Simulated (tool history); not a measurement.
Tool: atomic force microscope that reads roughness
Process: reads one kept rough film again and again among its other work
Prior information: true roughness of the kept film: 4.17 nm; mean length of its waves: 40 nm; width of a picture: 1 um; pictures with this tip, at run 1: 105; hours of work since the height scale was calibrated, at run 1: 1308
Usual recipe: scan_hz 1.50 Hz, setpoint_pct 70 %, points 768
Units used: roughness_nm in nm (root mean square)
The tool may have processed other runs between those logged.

run	hour	scan_hz	setpoint_pct	points	pictures with this tip	hours of work since the height scale was calibrated	roughness_nm
1	0.0	1.50	70	768	105	1308	3.552
2	75.9	1.50	70	768	176	1355	3.498
3	123.0	1.50	70	768	220	1383	3.419
4	172.1	1.50	70	768	266	1413	3.395
5	214.4	3.36	70	768	306	1439	3.146
# hour 246.2: new tip fitted
6	247.4	1.50	86	768	1	1459	3.454
7	294.8	0.50	70	768	46	1488	3.732
8	357.7	0.50	70	768	105	1526	3.683
9	422.3	0.50	70	768	166	1565	3.610
10	488.5	1.29	70	768	228	1605	3.461
11	550.5	1.29	70	768	286	1643	3.390
# hour 599.8: new tip fitted
12	614.5	1.50	70	258	14	1682	3.615
13	687.9	1.50	70	258	83	1727	3.569
14	735.9	3.55	70	258	128	1756	3.282
# hour 766.8: height scale calibrated on a step standard
15	810.1	1.50	70	768	196	26	3.546
16	875.5	0.59	70	768	258	66	3.630
17	924.6	1.50	69	768	304	96	3.467
# hour 954.1: new tip fitted
18	997.7	1.50	70	768	41	140	3.713
19	1075.8	1.50	68	768	114	188	3.648
20	1152.5	1.50	68	768	186	235	3.603
21	1219.3	1.50	70	768	249	275	3.487
22	1264.9	1.50	70	768	292	303	3.448
# hour 1307.7: new tip fitted
23	1330.3	1.50	70	768	22	343	3.736
24	1396.9	1.50	70	768	84	383	3.687
25	1438.0	1.50	70	768	123	408	3.624
26	1483.2	1.50	70	478	165	436	3.534
27	1548.9	1.50	70	265	227	476	3.492
28	1620.8	1.50	70	265	294	520	3.412
# hour 1662.1: new tip fitted
29	1699.2	2.68	70	373	35	567	3.511
30	1765.7	1.50	85	569	97	608	3.437
31	1839.5	2.50	61	768	166	652	3.574
32	1876.5	2.50	74	499	201	675	3.320
33	1922.8	3.95	68	856	244	703	3.267
34	2001.8	2.11	59	768	319	751	3.443
# hour 2019.0: new tip fitted
35	2036.7	2.11	59	768	17	772	3.735
36	2093.3	2.11	70	924	70	807	3.574
37	2159.3	2.11	70	924	132	847	3.498
38	2214.7	1.36	70	706	184	881	3.525
39	2267.7	1.50	82	932	234	913	3.329
40	2315.2	0.57	90	866	278	942	3.426
# hour 2372.5: new tip fitted
41	2389.1	0.57	90	866	15	987	3.678
42	2448.0	0.72	70	768	71	1023	3.714
43	2489.6	1.50	73	519	110	1048	3.527
44	2532.4	1.50	73	519	150	1074	3.522
45	2579.6	1.32	66	440	194	1103	3.523
46	2656.6	1.50	55	922	266	1150	3.515
# hour 2726.7: new tip fitted
47	2728.6	2.32	70	373	1	1193	3.572
48	2769.6	2.48	67	449	40	1218	3.612
49	2829.8	1.50	70	977	96	1255	3.587
50	2893.4	1.50	60	578	156	1293	3.585
51	2970.8	1.50	66	802	229	1341	3.507

3 ways to go on from here, each from the tool as it stands after run 51. What would each give?
A	3043.7	1.08	55	534	297	1385	?
B	3043.7	1.18	76	519	297	1385	?
C	3043.7	2.39	63	363	297	1385	?

run	roughness_nm
A	3.524
B	3.358
C	3.391
With the hidden condition removed and each run's random variation left untouched, the same runs would have given:
run	roughness_nm
A	3.911
B	3.728
C	3.764
